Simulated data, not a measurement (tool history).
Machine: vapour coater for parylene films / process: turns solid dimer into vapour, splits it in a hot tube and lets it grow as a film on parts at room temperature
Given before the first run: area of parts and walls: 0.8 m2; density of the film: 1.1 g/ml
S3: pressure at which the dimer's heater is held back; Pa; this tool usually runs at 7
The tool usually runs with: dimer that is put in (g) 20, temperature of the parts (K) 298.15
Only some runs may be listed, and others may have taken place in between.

{"run": 1, "day": 0.0, "dimer that is put in (g)": 20, "temperature of the parts (K)": 298.15, "S3": 7, "thickness of the film (nm)": 13040}
{"run": 2, "day": 1.338, "dimer that is put in (g)": 20, "temperature of the parts (K)": 298.15, "S3": 7, "thickness of the film (nm)": 12890}
{"run": 3, "day": 2.396, "dimer that is put in (g)": 20, "temperature of the parts (K)": 298.15, "S3": 4.95, "thickness of the film (nm)": 13960}
{"run": 4, "day": 3.317, "dimer that is put in (g)": 20, "temperature of the parts (K)": 298.15, "S3": 4.95, "thickness of the film (nm)": 13950}
{"run": 5, "day": 4.758, "dimer that is put in (g)": 20, "temperature of the parts (K)": 298.15, "S3": 4.95, "thickness of the film (nm)": 13980}
{"run": 6, "day": 6.108, "dimer that is put in (g)": 20, "temperature of the parts (K)": 294.15, "S3": 7, "thickness of the film (nm)": 14660}
{"run": 7, "day": 7.629, "dimer that is put in (g)": 20, "temperature of the parts (K)": 294.15, "S3": 7, "thickness of the film (nm)": 14820}
{"run": 8, "day": 8.762, "dimer that is put in (g)": 20, "temperature of the parts (K)": 298.15, "S3": 7, "thickness of the film (nm)": 12710}
{"run": 9, "day": 9.729, "dimer that is put in (g)": 20, "temperature of the parts (K)": 298.15, "S3": 7, "thickness of the film (nm)": 12280}
{"run": 10, "day": 11.175, "dimer that is put in (g)": 20, "temperature of the parts (K)": 298.15, "S3": 7, "thickness of the film (nm)": 12510}
{"run": 11, "day": 12.342, "dimer that is put in (g)": 20, "temperature of the parts (K)": 293.15, "S3": 7, "thickness of the film (nm)": 15210}
{"run": 12, "day": 13.467, "dimer that is put in (g)": 20, "temperature of the parts (K)": 293.15, "S3": 7, "thickness of the film (nm)": 15040}
{"run": 13, "day": 14.625, "dimer that is put in (g)": 20, "temperature of the parts (K)": 293.15, "S3": 7, "thickness of the film (nm)": 15140}
{"run": 14, "day": 16.0, "dimer that is put in (g)": 11, "temperature of the parts (K)": 293.15, "S3": 7, "thickness of the film (nm)": 8320}
{"run": 15, "day": 16.775, "dimer that is put in (g)": 11, "temperature of the parts (K)": 293.15, "S3": 7, "thickness of the film (nm)": 8300}
{"run": 16, "day": 17.792, "dimer that is put in (g)": 11, "temperature of the parts (K)": 293.15, "S3": 7, "thickness of the film (nm)": 8190}
{"run": 17, "day": 19.333, "dimer that is put in (g)": 11, "temperature of the parts (K)": 293.15, "S3": 7, "thickness of the film (nm)": 8200}
{"day": 19.821, "done": "trap's valve overhauled"}
{"run": 18, "day": 20.738, "dimer that is put in (g)": 20, "temperature of the parts (K)": 298.15, "S3": 7, "thickness of the film (nm)": 13680}
{"run": 19, "day": 21.567, "dimer that is put in (g)": 20, "temperature of the parts (K)": 298.15, "S3": 7, "thickness of the film (nm)": 13730}
{"run": 20, "day": 22.5, "dimer that is put in (g)": 20, "temperature of the parts (K)": 298.15, "S3": 7, "thickness of the film (nm)": 13830}
{"run": 21, "day": 24.017, "dimer that is put in (g)": 20, "temperature of the parts (K)": 296.15, "S3": 7, "thickness of the film (nm)": 14550}
{"run": 22, "day": 25.733, "dimer that is put in (g)": 20, "temperature of the parts (K)": 298.15, "S3": 7, "thickness of the film (nm)": 13450}
{"run": 23, "day": 27.371, "dimer that is put in (g)": 20, "temperature of the parts (K)": 298.15, "S3": 7, "thickness of the film (nm)": 13550}
{"run": 24, "day": 29.025, "dimer that is put in (g)": 20, "temperature of the parts (K)": 298.15, "S3": 7, "thickness of the film (nm)": 13250}
{"run": 25, "day": 30.417, "dimer that is put in (g)": 29, "temperature of the parts (K)": 295.15, "S3": 3.31, "thickness of the film (nm)": 26070}
{"run": 26, "day": 32.212, "dimer that is put in (g)": 20, "temperature of the parts (K)": 295.15, "S3": 5.96, "thickness of the film (nm)": 15570}
{"run": 27, "day": 32.992, "dimer that is put in (g)": 20, "temperature of the parts (K)": 295.15, "S3": 5.96, "thickness of the film (nm)": 15340}
{"run": 28, "day": 34.633, "dimer that is put in (g)": 20, "temperature of the parts (K)": 304.15, "S3": 4.95, "thickness of the film (nm)": 11420}
{"run": 29, "day": 36.271, "dimer that is put in (g)": 10, "temperature of the parts (K)": 293.15, "S3": 2.41, "thickness of the film (nm)": 10300}
{"run": 30, "day": 38.154, "dimer that is put in (g)": 20, "temperature of the parts (K)": 300.15, "S3": 7, "thickness of the film (nm)": 12190}
{"run": 31, "day": 39.517, "dimer that is put in (g)": 25, "temperature of the parts (K)": 298.15, "S3": 7, "thickness of the film (nm)": 16450}
{"run": 32, "day": 41.25, "dimer that is put in (g)": 25, "temperature of the parts (K)": 298.15, "S3": 7, "thickness of the film (nm)": 16480}
{"run": 33, "day": 42.362, "dimer that is put in (g)": 27, "temperature of the parts (K)": 305.15, "S3": 6.88, "thickness of the film (nm)": 13640}
{"run": 34, "day": 43.421, "dimer that is put in (g)": 33, "temperature of the parts (K)": 305.15, "S3": 6.27, "thickness of the film (nm)": 16790}
{"run": 35, "day": 44.646, "dimer that is put in (g)": 19, "temperature of the parts (K)": 305.15, "S3": 2.95, "thickness of the film (nm)": 11510}
{"run": 36, "day": 45.95, "dimer that is put in (g)": 15, "temperature of the parts (K)": 296.15, "S3": 2.95, "thickness of the film (nm)": 12630}
{"run": 37, "day": 46.75, "dimer that is put in (g)": 15, "temperature of the parts (K)": 296.15, "S3": 2.95, "thickness of the film (nm)": 12830}
{"run": 38, "day": 47.604, "dimer that is put in (g)": 15, "temperature of the parts (K)": 296.15, "S3": 2.95, "thickness of the film (nm)": 12720}
{"run": 39, "day": 48.788, "dimer that is put in (g)": 14, "temperature of the parts (K)": 305.15, "S3": 6.78, "thickness of the film (nm)": 6970}
{"run": 40, "day": 50.104, "dimer that is put in (g)": 14, "temperature of the parts (K)": 300.15, "S3": 4.12, "thickness of the film (nm)": 9460}
{"run": 41, "day": 51.129, "dimer that is put in (g)": 20, "temperature of the parts (K)": 300.15, "S3": 6.98, "thickness of the film (nm)": 11730}
{"run": 42, "day": 52.725, "dimer that is put in (g)": 9, "temperature of the parts (K)": 308.15, "S3": 10.39, "thickness of the film (nm)": 3560}
{"run": 43, "day": 54.583, "dimer that is put in (g)": 9, "temperature of the parts (K)": 308.15, "S3": 10.39, "thickness of the film (nm)": 3560}
{"run": 44, "day": 56.458, "dimer that is put in (g)": 9, "temperature of the parts (K)": 308.15, "S3": 10.39, "thickness of the film (nm)": 3510}

Each row is a separate what-if for the run after 44, all from the same tool condition, not one after another. Results?
{"run": "A", "day": 57.742, "dimer that is put in (g)": 27, "temperature of the parts (K)": 298.15, "S3": 7, "thickness of the film (nm)": "?"}
{"run": "B", "day": 57.742, "dimer that is put in (g)": 9, "temperature of the parts (K)": 304.15, "S3": 10.39, "thickness of the film (nm)": "?"}
{"run": "C", "day": 57.742, "dimer that is put in (g)": 31, "temperature of the parts (K)": 295.15, "S3": 3.58, "thickness of the film (nm)": "?"}

run=A thickness_of_the_film_(nm)=16730
run=B thickness_of_the_film_(nm)=4080
run=C thickness_of_the_film_(nm)=25720
With no hidden state in the tool, these same runs would have given:
run=A thickness_of_the_film_(nm)=18290
run=B thickness_of_the_film_(nm)=4460
run=C thickness_of_the_film_(nm)=28120

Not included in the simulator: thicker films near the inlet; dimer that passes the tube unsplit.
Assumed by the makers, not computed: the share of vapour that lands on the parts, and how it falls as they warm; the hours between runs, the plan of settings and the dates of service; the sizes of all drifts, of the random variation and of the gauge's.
